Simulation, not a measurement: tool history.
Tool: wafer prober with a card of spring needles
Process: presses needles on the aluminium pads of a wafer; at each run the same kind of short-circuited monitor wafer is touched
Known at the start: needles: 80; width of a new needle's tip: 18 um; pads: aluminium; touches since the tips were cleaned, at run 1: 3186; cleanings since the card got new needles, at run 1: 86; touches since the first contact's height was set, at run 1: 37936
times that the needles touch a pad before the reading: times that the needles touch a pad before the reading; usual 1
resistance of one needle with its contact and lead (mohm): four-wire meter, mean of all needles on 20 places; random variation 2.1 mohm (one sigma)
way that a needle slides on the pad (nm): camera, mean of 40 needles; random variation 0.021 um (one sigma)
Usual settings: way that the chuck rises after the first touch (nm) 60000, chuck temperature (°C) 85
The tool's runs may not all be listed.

run    hour  way that the chuck rises after the first touch (nm)  chuck temperature (°C)  times that the needles touch a pad before the reading  touches since the tips were cleaned  cleanings since the card got new needles  touches since the first contact's height was set  resistance of one needle with its contact and lead (mohm)  way that a needle slides on the pad (nm)
  1       0                                                60000                      85                                                      1                                 3186                                        86                                             37936                                                        278                                     15260
        6.3  -- tips cleaned on abrasive film
       22.1  -- tips cleaned on abrasive film
       34.7  -- tips cleaned on abrasive film
       50.4  -- tips cleaned on abrasive film
       66.2  -- tips cleaned on abrasive film
       81.9  -- tips cleaned on abrasive film
  2    93.5                                                60000                      85                                                      1                                 5848                                        92                                             84843                                                        315                                     15150
       96.7  -- tips cleaned on abrasive film
      112.5  -- tips cleaned on abrasive film
      128.2  -- tips cleaned on abrasive film
      140.8  -- tips cleaned on abrasive film
      153.5  -- tips cleaned on abrasive film
  3   162.1                                                60000                      85                                                      2                                 4383                                        97                                            119240                                                        277                                     14980
      168.5  -- tips cleaned on abrasive film
      184.2  -- tips cleaned on abrasive film
      196.8  -- tips cleaned on abrasive film
  4   207.1                                                60000                      85                                                      2                                 5179                                       100                                            141795                                                        273                                     14960
      210.3  -- tips cleaned on abrasive film
      222.9  -- tips cleaned on abrasive film
      223.2  -- height of the first contact set anew
        239  -- tips cleaned on abrasive film
      254.7  -- tips cleaned on abrasive film
      270.5  -- tips cleaned on abrasive film
      286.2  -- tips cleaned on abrasive film
      298.8  -- tips cleaned on abrasive film
  5   299.9                                                40000                      85                                                      1                                  522                                       107                                             38433                                                        280                                     10120
      312.5  -- tips cleaned on abrasive film
      328.2  -- tips cleaned on abrasive film
        344  -- tips cleaned on abrasive film
      359.7  -- tips cleaned on abrasive film
      372.3  -- tips cleaned on abrasive film
      388.1  -- tips cleaned on abrasive film
  6   392.8                                                40000                      85                                                      1                                 2388                                       113                                             85050                                                        347                                     10040
      402.3  -- tips cleaned on abrasive film
        418  -- tips cleaned on abrasive film
      433.8  -- tips cleaned on abrasive film
      449.5  -- tips cleaned on abrasive film
  7   457.9                                                40000                      85                                                      1                                 4257                                       117                                            117741                                                        389                                      9960
      464.3  -- tips cleaned on abrasive film
      476.9  -- tips cleaned on abrasive film
      492.7  -- tips cleaned on abrasive film
        499  -- tips cleaned on abrasive film, once more
      511.6  -- tips cleaned on abrasive film
      521.3  -- height of the first contact set anew
      527.7  -- tips cleaned on abrasive film
  8   530.3                                                40000                      85                                                      1                                 1312                                       123                                              4472                                                        311                                     10250
      542.9  -- tips cleaned on abrasive film
      555.5  -- tips cleaned on abrasive film
      571.2  -- tips cleaned on abrasive film
        587  -- tips cleaned on abrasive film
      602.7  -- tips cleaned on abrasive film
      618.5  -- tips cleaned on abrasive film
  9   624.8                                                40000                      85                                                      1                                 3183                                       129                                             51884                                                        370                                     10120
      634.1  -- tips cleaned on abrasive film
      649.9  -- tips cleaned on abrasive film
      665.6  -- tips cleaned on abrasive film
      678.2  -- tips cleaned on abrasive film
        694  -- tips cleaned on abrasive film
 10   701.2                                                40000                      85                                                      1                                 3632                                       134                                             90204                                                        370                                     10040
      707.5  -- tips cleaned on abrasive film
      723.3  -- tips cleaned on abrasive film
      735.9  -- tips cleaned on abrasive film
      748.5  -- tips cleaned on abrasive film
      763.7  -- tips cleaned on abrasive film
 11   763.7                                                60000                      26                                                      1                                    0                                       139                                            121497                                                        224                                     15040
      779.4  -- tips cleaned on abrasive film
      795.1  -- tips cleaned on abrasive film
      810.9  -- tips cleaned on abrasive film
 12   814.3                                                60000                      85                                                      1                                 1741                                       142                                            146932                                                        272                                     14990
      820.9  -- height of the first contact set anew
      824.1  -- tips cleaned on abrasive film
      839.9  -- tips cleaned on abrasive film
      852.5  -- tips cleaned on abrasive film
      865.1  -- tips cleaned on abrasive film
      880.8  -- tips cleaned on abrasive film
      896.6  -- tips cleaned on abrasive film
 13   904.6                                                60000                      85                                                      2                                 4033                                       148                                             41944                                                        275                                     15280
      910.9  -- tips cleaned on abrasive film
      923.5  -- tips cleaned on abrasive film
      939.3  -- tips cleaned on abrasive film
 14   950.9                                                70000                      32                                                      1                                 5869                                       151                                             65189                                                        286                                     17790
      954.1  -- tips cleaned on abrasive film
      969.9  -- tips cleaned on abrasive film
      985.6  -- tips cleaned on abrasive film
     1001.4  -- tips cleaned on abrasive film
     1017.1  -- tips cleaned on abrasive film
     1032.8  -- tips cleaned on abrasive film
     1045.5  -- tips cleaned on abrasive film
 15  1047.2                                                70000                      32                                                      1                                  870                                       158                                            113448                                                        248                                     17620
     1059.8  -- tips cleaned on abrasive film
     1075.5  -- tips cleaned on abrasive film
     1088.2  -- tips cleaned on abrasive film
     1103.9  -- tips cleaned on abrasive film
     1119.6  -- tips cleaned on abrasive film
     1119.9  -- height of the first contact set anew
 16    1127                                                44000                     107                                                      3                                 3584                                       163                                              3584                                                        289                                     11290
     1133.4  -- tips cleaned on abrasive film
     1149.1  -- tips cleaned on abrasive film
     1164.9  -- tips cleaned on abrasive film
     1180.6  -- tips cleaned on abrasive film
     1196.4  -- tips cleaned on abrasive film
     1212.1  -- tips cleaned on abrasive film
 17  1214.2                                                54000                      91                                                      1                                 1066                                       169                                             47296                                                        274                                     13720
     1226.8  -- tips cleaned on abrasive film
     1242.6  -- tips cleaned on abrasive film
     1255.8  -- tips cleaned on abrasive film
 18  1255.8                                                54000                      47                                                      2                                    0                                       172                                             68134                                                        230                                     13670
     1271.5  -- tips cleaned on abrasive film
     1287.3  -- tips cleaned on abrasive film
     1299.9  -- tips cleaned on abrasive film
 19  1307.7                                                52000                      31                                                      2                                 3971                                       175                                             94218                                                        288                                     13100
     1314.1  -- tips cleaned on abrasive film
     1329.8  -- tips cleaned on abrasive film
     1345.6  -- tips cleaned on abrasive film
     1361.3  -- tips cleaned on abrasive film
       1374  -- tips cleaned on abrasive film
     1389.7  -- tips cleaned on abrasive film
 20  1391.3                                                55000                      45                                                      2                                  793                                       181                                            136081                                                        242                                     13740
     1403.9  -- tips cleaned on abrasive film
     1416.5  -- tips cleaned on abrasive film
     1419.9  -- height of the first contact set anew
     1432.5  -- tips cleaned on abrasive film
     1448.3  -- tips cleaned on abrasive film
     1460.9  -- tips cleaned on abrasive film
     1476.6  -- tips cleaned on abrasive film
 21  1478.7                                                61000                      86                                                      1                                 1022                                       187                                             29456                                                        269                                     15560
     1491.3  -- tips cleaned on abrasive film
     1503.9  -- tips cleaned on abrasive film
     1519.6  -- tips cleaned on abrasive film
 22  1531.7                                                61000                      86                                                      1                                 6076                                       190                                             56068                                                        325                                     15490
     1534.9  -- tips cleaned on abrasive film
     1550.6  -- tips cleaned on abrasive film
     1563.3  -- tips cleaned on abrasive film
     1575.9  -- tips cleaned on abrasive film
     1591.6  -- tips cleaned on abrasive film
     1604.2  -- tips cleaned on abrasive film
       1620  -- tips cleaned on abrasive film
 23  1622.1                                                55000                      85                                                      1                                 1069                                       197                                            101366                                                        270                                     13810
     1634.7  -- tips cleaned on abrasive film
     1650.4  -- tips cleaned on abrasive film
     1663.1  -- tips cleaned on abrasive film
 24  1664.9                                                55000                      85                                                      1                                  911                                       200                                            122812                                                        273                                     13720
     1677.5  -- tips cleaned on abrasive film
     1690.1  -- tips cleaned on abrasive film
     1705.8  -- tips cleaned on abrasive film
     1718.7  -- height of the first contact set anew
     1721.9  -- tips cleaned on abrasive film
 25  1727.1                                                64000                      54                                                      1                                 2617                                       204                                              4197                                                        285                                     16350

Forecast each of these 3 alternatives for the next run:
     1736.5  -- tips cleaned on abrasive film
     1752.3  -- tips cleaned on abrasive film
       1768  -- tips cleaned on abrasive film
  A  1768.8                                                64000                      27                                                      2                                  398                                       207                                             25128                                                          ?                                         ?
     1736.5  -- tips cleaned on abrasive film
     1752.3  -- tips cleaned on abrasive film
       1768  -- tips cleaned on abrasive film
  B  1768.8                                                64000                     123                                                      3                                  398                                       207                                             25128                                                          ?                                         ?
     1736.5  -- tips cleaned on abrasive film
     1752.3  -- tips cleaned on abrasive film
       1768  -- tips cleaned on abrasive film
  C  1768.8                                                78000                      54                                                      2                                  398                                       207                                             25128                                                          ?                                         ?

run  resistance of one needle with its contact and lead (mohm)  way that a needle slides on the pad (nm)
  A                                                        230                                     16320
  B                                                        242                                     16290
  C                                                        229                                     19900
Without the tool's hidden state the same runs would have given:
run  resistance of one needle with its contact and lead (mohm)  way that a needle slides on the pad (nm)
  A                                                        218                                     16400
  B                                                        235                                     16370
  C                                                        221                                     19990

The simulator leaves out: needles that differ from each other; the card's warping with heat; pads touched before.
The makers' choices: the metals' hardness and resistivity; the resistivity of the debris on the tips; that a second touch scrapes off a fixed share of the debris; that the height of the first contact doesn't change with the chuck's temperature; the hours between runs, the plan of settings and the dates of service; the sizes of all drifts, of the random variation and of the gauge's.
